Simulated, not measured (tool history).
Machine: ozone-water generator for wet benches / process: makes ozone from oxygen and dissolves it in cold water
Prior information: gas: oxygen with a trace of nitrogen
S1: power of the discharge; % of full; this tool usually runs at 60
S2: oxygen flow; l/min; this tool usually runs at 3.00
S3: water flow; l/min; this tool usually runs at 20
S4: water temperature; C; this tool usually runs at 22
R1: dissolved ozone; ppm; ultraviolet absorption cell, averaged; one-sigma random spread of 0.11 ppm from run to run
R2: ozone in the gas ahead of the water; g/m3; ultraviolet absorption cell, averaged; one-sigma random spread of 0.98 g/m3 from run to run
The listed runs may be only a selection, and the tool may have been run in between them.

| run | hour | S1 | S2 | S3 | S4 | R1 | R2 |
|---|---|---|---|---|---|---|---|
| 1 | 0.0 | 60 | 3.00 | 20 | 22 | 9.7 | 169.3 |
| 2 | 27.6 | 60 | 3.00 | 20 | 22 | 9.9 | 171.4 |
| 3 | 42.4 | 60 | 3.00 | 20 | 22 | 10.0 | 169.6 |
| 4 | 62.4 | 60 | 3.00 | 20 | 22 | 9.9 | 168.7 |
| 5 | 90.5 | 60 | 3.00 | 20 | 22 | 9.9 | 171.0 |
| 6 | 108.3 | 60 | 3.00 | 27 | 22 | 6.9 | 169.9 |
| 7 | 138.6 | 53 | 3.73 | 13 | 15 | 15.7 | 139.5 |
| 8 | 159.7 | 60 | 3.00 | 13 | 22 | 15.1 | 170.1 |
| 9 | 190.7 | 60 | 3.00 | 13 | 15 | 16.4 | 169.2 |
| 10 | 215.9 | 56 | 2.74 | 21 | 28 | 8.3 | 169.1 |
| 11 | 245.0 | 56 | 2.74 | 21 | 28 | 8.3 | 170.4 |

5 ways to go on from here, each from the tool as it stands after run 11. What would each give?
| A | 265.2 | 56 | 2.98 | 21 | 21 | ? | ? |
| B | 265.2 | 60 | 1.93 | 20 | 22 | ? | ? |
| C | 265.2 | 60 | 2.44 | 20 | 22 | ? | ? |
| D | 265.2 | 60 | 3.00 | 20 | 14 | ? | ? |
| E | 265.2 | 62 | 3.20 | 15 | 28 | ? | ? |

| run | R1 | R2 |
|---|---|---|
| A | 9.0 | 163.2 |
| B | 9.2 | 211.9 |
| C | 9.5 | 186.7 |
| D | 10.6 | 169.1 |
| E | 12.6 | 166.2 |
With the hidden condition removed and each run's random variation left untouched, the same runs would have given:
| run | R1 | R2 |
|---|---|---|
| A | 9.1 | 162.7 |
| B | 9.2 | 211.2 |
| C | 9.5 | 186.1 |
| D | 10.6 | 168.5 |
| E | 12.6 | 165.6 |
